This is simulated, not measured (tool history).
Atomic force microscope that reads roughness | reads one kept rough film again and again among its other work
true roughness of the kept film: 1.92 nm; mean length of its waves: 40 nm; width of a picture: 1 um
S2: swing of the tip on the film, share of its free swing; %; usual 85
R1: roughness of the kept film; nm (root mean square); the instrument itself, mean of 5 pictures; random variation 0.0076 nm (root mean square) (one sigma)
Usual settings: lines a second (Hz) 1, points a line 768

run 1 hour=0 | lines_a_second_(Hz)=1 S2=85 points_a_line=768 | R1=1.616
run 2 hour=48.8 | lines_a_second_(Hz)=1 S2=85 points_a_line=768 | R1=1.499
-- hour=63.2 new tip fitted
run 3 hour=97 | lines_a_second_(Hz)=1 S2=85 points_a_line=768 | R1=1.534
-- hour=126.8 new tip fitted
run 4 hour=132.6 | lines_a_second_(Hz)=1 S2=73 points_a_line=768 | R1=1.698
run 5 hour=157.3 | lines_a_second_(Hz)=1 S2=73 points_a_line=768 | R1=1.652
-- hour=190.7 new tip fitted
run 6 hour=203.7 | lines_a_second_(Hz)=1 S2=73 points_a_line=768 | R1=1.675
run 7 hour=244.8 | lines_a_second_(Hz)=1 S2=85 points_a_line=768 | R1=1.489
-- hour=253 new tip fitted
run 8 hour=266.2 | lines_a_second_(Hz)=1 S2=85 points_a_line=768 | R1=1.574
run 9 hour=295.1 | lines_a_second_(Hz)=1 S2=85 points_a_line=768 | R1=1.529
-- hour=319.6 new tip fitted
run 10 hour=325.3 | lines_a_second_(Hz)=1 S2=85 points_a_line=768 | R1=1.588
run 11 hour=369.7 | lines_a_second_(Hz)=1 S2=85 points_a_line=768 | R1=1.494
-- hour=383.2 new tip fitted
run 12 hour=402.7 | lines_a_second_(Hz)=1 S2=85 points_a_line=768 | R1=1.545
run 13 hour=426.4 | lines_a_second_(Hz)=1 S2=75 points_a_line=768 | R1=1.587
-- hour=446.6 new tip fitted
run 14 hour=463.2 | lines_a_second_(Hz)=1 S2=85 points_a_line=768 | R1=1.567
run 15 hour=491.7 | lines_a_second_(Hz)=1 S2=85 points_a_line=768 | R1=1.502
-- hour=509.3 new tip fitted
run 16 hour=527.8 | lines_a_second_(Hz)=1 S2=85 points_a_line=768 | R1=1.568
run 17 hour=551.5 | lines_a_second_(Hz)=1 S2=85 points_a_line=768 | R1=1.509
-- hour=573.4 new tip fitted
run 18 hour=595.3 | lines_a_second_(Hz)=1.19 S2=83 points_a_line=700 | R1=1.548
-- hour=637.7 new tip fitted
run 19 hour=637.7 | lines_a_second_(Hz)=1.19 S2=83 points_a_line=700 | R1=1.577
run 20 hour=680.8 | lines_a_second_(Hz)=1.19 S2=83 points_a_line=700 | R1=1.486
-- hour=701.9 new tip fitted
run 21 hour=710.9 | lines_a_second_(Hz)=1.19 S2=72 points_a_line=450 | R1=1.672
run 22 hour=751.5 | lines_a_second_(Hz)=1.19 S2=72 points_a_line=450 | R1=1.563
-- hour=756.9 height scale calibrated on a step standard
-- hour=765.9 new tip fitted
run 23 hour=779.8 | lines_a_second_(Hz)=1 S2=84 points_a_line=751 | R1=1.596
run 24 hour=815.2 | lines_a_second_(Hz)=1 S2=64 points_a_line=426 | R1=1.622
-- hour=829.3 new tip fitted
run 25 hour=863.9 | lines_a_second_(Hz)=1 S2=64 points_a_line=426 | R1=1.656
-- hour=892 new tip fitted
run 26 hour=898.5 | lines_a_second_(Hz)=1 S2=75 points_a_line=994 | R1=1.666
run 27 hour=939.2 | lines_a_second_(Hz)=1 S2=75 points_a_line=994 | R1=1.593
-- hour=946 height scale calibrated on a step standard, once more
-- hour=956.5 new tip fitted
run 28 hour=971.2 | lines_a_second_(Hz)=1.07 S2=67 points_a_line=501 | R1=1.691
run 29 hour=1012.2 | lines_a_second_(Hz)=1 S2=57 points_a_line=768 | R1=1.626
-- hour=1020.1 new tip fitted
run 30 hour=1061.7 | lines_a_second_(Hz)=1 S2=73 points_a_line=671 | R1=1.6
-- hour=1083.6 new tip fitted
run 31 hour=1092.5 | lines_a_second_(Hz)=1 S2=73 points_a_line=371 | R1=1.669
run 32 hour=1124.1 | lines_a_second_(Hz)=0.77 S2=79 points_a_line=586 | R1=1.582
-- hour=1147.8 new tip fitted
run 33 hour=1152.9 | lines_a_second_(Hz)=0.77 S2=79 points_a_line=586 | R1=1.669

5 ways to go on from here, each from the tool as it stands after run 33. What would each give?
run A hour=1195.9 | lines_a_second_(Hz)=0.53 S2=57 points_a_line=442 | R1=?
run B hour=1195.9 | lines_a_second_(Hz)=1.06 S2=85 points_a_line=876 | R1=?
run C hour=1195.9 | lines_a_second_(Hz)=0.62 S2=55 points_a_line=586 | R1=?
run D hour=1195.9 | lines_a_second_(Hz)=1 S2=61 points_a_line=342 | R1=?
run E hour=1195.9 | lines_a_second_(Hz)=0.53 S2=79 points_a_line=586 | R1=?

run=A R1=1.656
run=B R1=1.483
run=C R1=1.659
run=D R1=1.626
run=E R1=1.61
Without the tool's hidden state the same runs would have given:
run=A R1=1.793
run=B R1=1.607
run=C R1=1.797
run=D R1=1.761
run=E R1=1.743
